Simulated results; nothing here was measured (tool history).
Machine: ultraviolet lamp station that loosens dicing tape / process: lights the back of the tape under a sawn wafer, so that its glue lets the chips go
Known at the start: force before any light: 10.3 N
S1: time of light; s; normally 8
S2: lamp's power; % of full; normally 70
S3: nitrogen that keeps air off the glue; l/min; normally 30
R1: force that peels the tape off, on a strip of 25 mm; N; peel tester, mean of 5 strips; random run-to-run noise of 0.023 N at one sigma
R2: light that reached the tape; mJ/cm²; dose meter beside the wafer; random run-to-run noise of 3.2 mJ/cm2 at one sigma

run,hour,S1,S2,S3,R1,R2
1,0,8,70,30,1.13,509
2,19.3,8,70,30,1.128,513
3,30.8,8,70,30,1.146,507
4,43.4,6,70,30,1.826,385
5,64.2,8,70,30,1.155,504
6,86.2,8,70,30,1.161,513
7,100.8,8,70,30,1.136,504
8,114.2,8,70,30,1.153,507
9,134.3,8,70,30,1.12,511
10,150.8,8,70,30,1.128,511
11,166.5,8,81,30,0.859,588
12,188.1,8,70,16,1.721,513
13,202.1,8,70,16,1.747,507
14,214.5,8,70,13,1.965,510
15,225.4,8,70,13,1.947,511
16,242.5,8,70,13,1.931,512
17,264.5,8,70,30,1.117,509
18,285.3,8,70,30,1.106,506
19,295.4,8,70,31,1.104,509
20,318.1,8,70,31,1.105,508
21,336.9,8,70,31,1.082,511
22,356.1,8,70,31,1.106,513
23,376.5,10,100,59,0.255,902
24,389.5,8,69,30,1.207,501
25,409.2,6,96,10,2.198,525
26,432.3,5,88,11,2.924,398
27,448,7,70,30,1.446,446
28,468.6,8,70,59,0.769,508
29,490.3,8,70,59,0.727,507
30,502.8,7,70,40,1.208,448
31,524.9,7,70,40,1.209,446
32,538.1,9,82,15,1.092,660
33,561.7,7,74,25,1.451,470
34,577.1,7,74,25,1.506,470
35,594.9,14,70,31,0.362,886
36,616.6,12,68,24,0.633,746
37,627,8,66,9,2.663,479
38,644.4,8,66,9,2.592,480
39,665.2,6,70,15,2.719,379
40,679.6,11,63,12,1.53,626
41,698.5,8,73,37,0.91,531

Branching from run 41: 3 alternative next runs. What would each branch give?
A,716.4,8,74,13,?,?
B,716.4,8,67,19,?,?
C,716.4,6,70,30,?,?

run,R1,R2
A,1.813,536
B,1.665,484
C,1.866,382
Had the tool no hidden state, the same runs would have come out as:
run,R1,R2
A,1.806,537
B,1.659,485
C,1.859,383

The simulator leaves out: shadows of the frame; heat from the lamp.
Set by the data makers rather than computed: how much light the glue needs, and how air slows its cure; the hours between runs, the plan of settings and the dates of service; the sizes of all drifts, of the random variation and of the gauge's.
